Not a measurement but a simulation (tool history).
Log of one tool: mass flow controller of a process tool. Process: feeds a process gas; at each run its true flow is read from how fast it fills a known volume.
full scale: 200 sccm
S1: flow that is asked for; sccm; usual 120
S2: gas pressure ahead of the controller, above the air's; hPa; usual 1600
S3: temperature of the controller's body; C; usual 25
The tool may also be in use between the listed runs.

Run 1, day 0.000: usual settings. Result: true flow (%) 100.88.
Run 2, day 12.188: usual settings but S2 1810 hPa. Result: true flow (%) 101.06.
Run 3, day 20.142: usual settings but S2 2610 hPa. Result: true flow (%) 101.18.
Run 4, day 28.808: usual settings but S1 124 sccm. Result: true flow (%) 101.27.
Run 5, day 39.367: usual settings but S1 124 sccm, S2 1950 hPa. Result: true flow (%) 101.24.
Run 6, day 52.362: usual settings but S1 124 sccm, S2 1950 hPa. Result: true flow (%) 101.40.
At day 53.079: controller's zero set anew.
Run 7, day 62.183: usual settings but S1 124 sccm, S2 1950 hPa. Result: true flow (%) 101.90.
Run 8, day 70.704: usual settings but S1 124 sccm, S2 1890 hPa, S3 27 C. Result: true flow (%) 101.79.
Run 9, day 81.008: usual settings but S1 115 sccm, S2 1560 hPa, S3 29 C. Result: true flow (%) 101.85.
Run 10, day 93.954: usual settings but S1 115 sccm, S2 1560 hPa, S3 29 C. Result: true flow (%) 101.95.
At day 97.446: controller's zero set anew, once more.
Run 11, day 104.112: usual settings but S1 145 sccm, S2 2680 hPa, S3 38 C. Result: true flow (%) 101.42.

Forecast each of these 3 alternatives for the next run:
Run A, day 113.588: usual settings but S1 71 sccm, S2 2180 hPa, S3 21 C. Result: true flow (%) ?.
Run B, day 113.588: usual settings but S1 145 sccm, S2 2290 hPa, S3 38 C. Result: true flow (%) ?.
Run C, day 113.588: usual settings but S1 134 sccm, S2 2460 hPa, S3 26 C. Result: true flow (%) ?.

run  true flow (%)
  A         100.85
  B         101.44
  C         101.63
Without the tool's hidden state the same runs would have given:
run  true flow (%)
  A          98.45
  B          99.11
  C          99.29
